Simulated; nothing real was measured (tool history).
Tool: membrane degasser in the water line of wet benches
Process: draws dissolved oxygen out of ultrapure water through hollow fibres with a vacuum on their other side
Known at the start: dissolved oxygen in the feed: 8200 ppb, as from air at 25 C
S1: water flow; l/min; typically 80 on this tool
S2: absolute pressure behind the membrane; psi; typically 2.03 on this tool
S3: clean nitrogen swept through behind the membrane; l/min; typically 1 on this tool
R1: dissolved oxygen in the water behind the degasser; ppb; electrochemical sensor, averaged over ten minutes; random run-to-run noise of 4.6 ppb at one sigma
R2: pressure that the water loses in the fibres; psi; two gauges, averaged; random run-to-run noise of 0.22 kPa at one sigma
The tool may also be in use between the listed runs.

{"run": 1, "hour": 0.0, "S1": 80, "S2": 2.03, "S3": 1, "R1": 1287.5, "R2": 7.741}
{"run": 2, "hour": 75.8, "S1": 80, "S2": 2.03, "S3": 1, "R1": 1283.9, "R2": 7.77}
{"run": 3, "hour": 137.9, "S1": 80, "S2": 2.03, "S3": 1, "R1": 1284.9, "R2": 7.752}
{"run": 4, "hour": 194.1, "S1": 80, "S2": 2.03, "S3": 1, "R1": 1286, "R2": 7.733}
{"run": 5, "hour": 277.8, "S1": 80, "S2": 2.03, "S3": 1, "R1": 1294, "R2": 7.748}
{"run": 6, "hour": 342.8, "S1": 80, "S2": 2.03, "S3": 1, "R1": 1291.8, "R2": 7.757}
{"run": 7, "hour": 420.8, "S1": 80, "S2": 2.03, "S3": 1, "R1": 1285.9, "R2": 7.758}
{"run": 8, "hour": 477.4, "S1": 80, "S2": 2.03, "S3": 1, "R1": 1292.9, "R2": 7.777}
{"run": 9, "hour": 536.8, "S1": 80, "S2": 2.03, "S3": 1, "R1": 1291.3, "R2": 7.781}
{"run": 10, "hour": 612.5, "S1": 80, "S2": 2.03, "S3": 1, "R1": 1288.5, "R2": 7.773}
{"run": 11, "hour": 654.8, "S1": 80, "S2": 2.03, "S3": 1, "R1": 1282.2, "R2": 7.677}
{"run": 12, "hour": 711.4, "S1": 80, "S2": 2.42, "S3": 1, "R1": 1562, "R2": 7.706}
{"run": 13, "hour": 752.1, "S1": 112, "S2": 2.03, "S3": 1, "R1": 1573.6, "R2": 10.792}
{"run": 14, "hour": 835.7, "S1": 80, "S2": 2.76, "S3": 1, "R1": 1778.5, "R2": 7.748}
{"run": 15, "hour": 895.5, "S1": 80, "S2": 2.81, "S3": 1, "R1": 1822.1, "R2": 7.793}
{"run": 16, "hour": 971.6, "S1": 80, "S2": 2.81, "S3": 1, "R1": 1824.6, "R2": 7.657}
{"run": 17, "hour": 1027.5, "S1": 80, "S2": 2.81, "S3": 1, "R1": 1826.1, "R2": 7.745}
{"run": 18, "hour": 1078.3, "S1": 65, "S2": 2.03, "S3": 1, "R1": 1129.4, "R2": 6.232}
{"run": 19, "hour": 1149.0, "S1": 85, "S2": 2.03, "S3": 1, "R1": 1336.6, "R2": 8.235}
{"run": 20, "hour": 1230.2, "S1": 85, "S2": 1.73, "S3": 1.22, "R1": 970.6, "R2": 8.269}
{"run": 21, "hour": 1308.2, "S1": 90, "S2": 1.41, "S3": 1, "R1": 872.6, "R2": 8.701}
{"run": 22, "hour": 1344.7, "S1": 60, "S2": 1.61, "S3": 1, "R1": 806.5, "R2": 5.774}
{"run": 23, "hour": 1399.1, "S1": 60, "S2": 1.61, "S3": 1, "R1": 802.8, "R2": 5.784}
{"run": 24, "hour": 1451.0, "S1": 80, "S2": 2.71, "S3": 0.65, "R1": 2244.1, "R2": 7.702}
{"run": 25, "hour": 1504.3, "S1": 80, "S2": 2.96, "S3": 2.19, "R1": 1126.2, "R2": 7.735}
{"run": 26, "hour": 1550.1, "S1": 80, "S2": 2.96, "S3": 2.19, "R1": 1134.1, "R2": 7.735}
{"run": 27, "hour": 1608.5, "S1": 67, "S2": 5.02, "S3": 0.9, "R1": 2899.8, "R2": 6.502}
{"run": 28, "hour": 1645.7, "S1": 67, "S2": 5.02, "S3": 0.9, "R1": 2898.2, "R2": 6.448}
{"run": 29, "hour": 1682.7, "S1": 51, "S2": 1.35, "S3": 0.65, "R1": 755, "R2": 4.917}
{"run": 30, "hour": 1743.8, "S1": 62, "S2": 2.77, "S3": 1.5, "R1": 1161, "R2": 5.974}
{"run": 31, "hour": 1831.7, "S1": 83, "S2": 4.79, "S3": 0.58, "R1": 3854.8, "R2": 8.01}

5 options for the next run, each taken on its own from the tool as it stands now. Forecast them:
{"run": "A", "hour": 1906.1, "S1": 80, "S2": 2.03, "S3": 1.33, "R1": "?", "R2": "?"}
{"run": "B", "hour": 1906.1, "S1": 63, "S2": 3.42, "S3": 1.12, "R1": "?", "R2": "?"}
{"run": "C", "hour": 1906.1, "S1": 123, "S2": 3.58, "S3": 0.58, "R1": "?", "R2": "?"}
{"run": "D", "hour": 1906.1, "S1": 103, "S2": 1.81, "S3": 0.52, "R1": "?", "R2": "?"}
{"run": "E", "hour": 1906.1, "S1": 118, "S2": 2.03, "S3": 0.96, "R1": "?", "R2": "?"}

run=A R1=1067.6 R2=7.733
run=B R1=1764 R2=6.048
run=C R1=3651.6 R2=11.858
run=D R1=1834.7 R2=9.999
run=E R1=1648.6 R2=11.412
Stripped of hidden state, with their random variation kept, the same runs would have yielded:
run=A R1=1067.5 R2=7.729
run=B R1=1763.9 R2=6.045
run=C R1=3651.5 R2=11.852
run=D R1=1834.6 R2=9.995
run=E R1=1648.4 R2=11.406

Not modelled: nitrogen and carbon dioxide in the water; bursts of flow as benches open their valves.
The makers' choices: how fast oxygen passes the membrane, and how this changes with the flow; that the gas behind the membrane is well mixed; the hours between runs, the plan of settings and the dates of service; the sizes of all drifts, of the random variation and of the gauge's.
